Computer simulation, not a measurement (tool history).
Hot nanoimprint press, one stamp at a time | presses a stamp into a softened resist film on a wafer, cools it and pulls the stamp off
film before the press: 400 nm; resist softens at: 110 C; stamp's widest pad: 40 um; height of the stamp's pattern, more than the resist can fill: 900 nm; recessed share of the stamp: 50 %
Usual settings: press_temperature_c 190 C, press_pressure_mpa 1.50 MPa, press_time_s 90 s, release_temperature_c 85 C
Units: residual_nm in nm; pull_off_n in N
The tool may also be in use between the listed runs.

| run | hour | press_temperature_c | press_pressure_mpa | press_time_s | release_temperature_c | residual_nm | pull_off_n |
|---|---|---|---|---|---|---|---|
| 1 | 0.0 | 190 | 1.50 | 90 | 85 | 140.1 | 192.5 |
| 2 | 50.1 | 190 | 1.50 | 84 | 85 | 145.2 | 193.7 |
| 3 | 114.7 | 190 | 1.50 | 84 | 85 | 144.5 | 193.7 |
| 4 | 189.4 | 190 | 1.50 | 90 | 85 | 140.7 | 194.6 |
| 5 | 259.5 | 190 | 1.50 | 90 | 85 | 141.2 | 192.7 |
|  | 318.2 | plate thermocouple calibrated |
|  | 335.1 | stamp cleaned and given a new release coat |
| 6 | 339.5 | 190 | 1.50 | 90 | 85 | 141.0 | 193.0 |
| 7 | 392.0 | 190 | 1.50 | 88 | 85 | 142.6 | 193.6 |
| 8 | 466.0 | 190 | 1.50 | 88 | 85 | 143.0 | 192.9 |
| 9 | 528.4 | 180 | 1.50 | 88 | 85 | 228.4 | 194.0 |
| 10 | 576.0 | 180 | 1.50 | 88 | 85 | 229.0 | 191.4 |
| 11 | 657.9 | 180 | 1.50 | 88 | 85 | 226.1 | 191.7 |
|  | 710.9 | stamp cleaned and given a new release coat |
| 12 | 741.2 | 190 | 1.50 | 90 | 85 | 141.5 | 191.4 |
| 13 | 823.5 | 190 | 1.50 | 55 | 85 | 172.8 | 191.8 |
| 14 | 868.4 | 190 | 1.50 | 55 | 85 | 173.4 | 192.2 |
| 15 | 903.8 | 190 | 1.50 | 55 | 85 | 172.8 | 191.3 |
| 16 | 945.4 | 194 | 1.43 | 66 | 85 | 134.4 | 192.6 |
| 17 | 978.9 | 197 | 1.10 | 66 | 85 | 133.6 | 190.8 |
| 18 | 1040.3 | 182 | 1.08 | 46 | 93 | 281.9 | 151.1 |
|  | 1087.9 | stamp cleaned and given a new release coat |
|  | 1119.9 | press's hydraulic seals changed and the load cell set to zero |
| 19 | 1122.7 | 188 | 1.00 | 55 | 77 | 221.9 | 230.9 |
| 20 | 1202.6 | 188 | 1.00 | 55 | 77 | 221.8 | 231.2 |
| 21 | 1264.6 | 188 | 1.00 | 55 | 77 | 221.2 | 230.7 |
| 22 | 1313.8 | 190 | 1.50 | 90 | 84 | 140.8 | 195.1 |
|  | 1328.7 | plate thermocouple calibrated |
| 23 | 1378.4 | 190 | 1.50 | 90 | 90 | 141.4 | 165.9 |
| 24 | 1419.1 | 190 | 1.50 | 90 | 90 | 142.3 | 165.0 |
| 25 | 1465.4 | 188 | 0.99 | 90 | 90 | 186.9 | 165.3 |
|  | 1476.0 | stamp cleaned and given a new release coat |
| 26 | 1532.7 | 188 | 0.99 | 90 | 90 | 187.3 | 165.6 |
| 27 | 1584.6 | 190 | 1.50 | 57 | 85 | 169.8 | 189.9 |
|  | 1600.0 | gauge calibrated |
| 28 | 1631.5 | 188 | 1.50 | 65 | 79 | 178.6 | 224.8 |
| 29 | 1692.6 | 202 | 1.50 | 90 | 73 | 79.7 | 255.2 |
| 30 | 1755.9 | 190 | 1.72 | 90 | 87 | 132.6 | 183.4 |

Forecast each of these 3 alternatives for the next run:
| A | 1793.5 | 193 | 1.44 | 90 | 82 | ? | ? |
| B | 1793.5 | 190 | 1.72 | 148 | 75 | ? | ? |
| C | 1793.5 | 190 | 1.17 | 163 | 76 | ? | ? |

| run | residual_nm | pull_off_n |
|---|---|---|
| A | 123.4 | 208.5 |
| B | 107.3 | 244.6 |
| C | 122.4 | 239.5 |
Without the tool's hidden state the same runs would have given:
| run | residual_nm | pull_off_n |
|---|---|---|
| A | 123.6 | 208.7 |
| B | 107.5 | 244.8 |
| C | 122.6 | 239.7 |
